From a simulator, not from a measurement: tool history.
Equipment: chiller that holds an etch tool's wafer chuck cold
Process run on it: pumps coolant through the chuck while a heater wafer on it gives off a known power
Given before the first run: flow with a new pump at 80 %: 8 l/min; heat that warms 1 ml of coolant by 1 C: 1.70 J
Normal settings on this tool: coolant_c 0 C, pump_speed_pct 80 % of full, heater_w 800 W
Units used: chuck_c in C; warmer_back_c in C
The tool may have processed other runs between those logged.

run,hour,coolant_c,pump_speed_pct,heater_w,chuck_c,warmer_back_c
1,0,0,80,800,7.9,3.49
2,124.2,0,80,800,8,3.48
3,242,0,80,800,7.8,3.51
4,306,0,80,800,8,3.53
5,421.3,0,80,800,7.9,3.53
6,533.2,-2,80,800,6.2,3.44
7,685.9,-2,61,800,8.4,4.74
8,824.3,-2,61,800,8.6,4.7
9,966,-2,61,800,8.4,4.72
10,1065.2,0,70,800,9.1,4
11,1140.1,0,80,800,7.9,3.44
12,1240.3,0,80,800,7.9,3.43
13,1388.6,0,80,722,7.2,3.04
14,1500.5,0,71,800,8.8,3.93
15,1601.4,0,80,800,8.1,3.35

Expected results for the next run?
16,1687.7,0,81,800,?,?

Run 16 gave chuck_c 7.9 C, warmer_back_c 3.34 C.
With no hidden state in the tool, this same run would have given chuck_c 7.9 C, warmer_back_c 3.48 C.
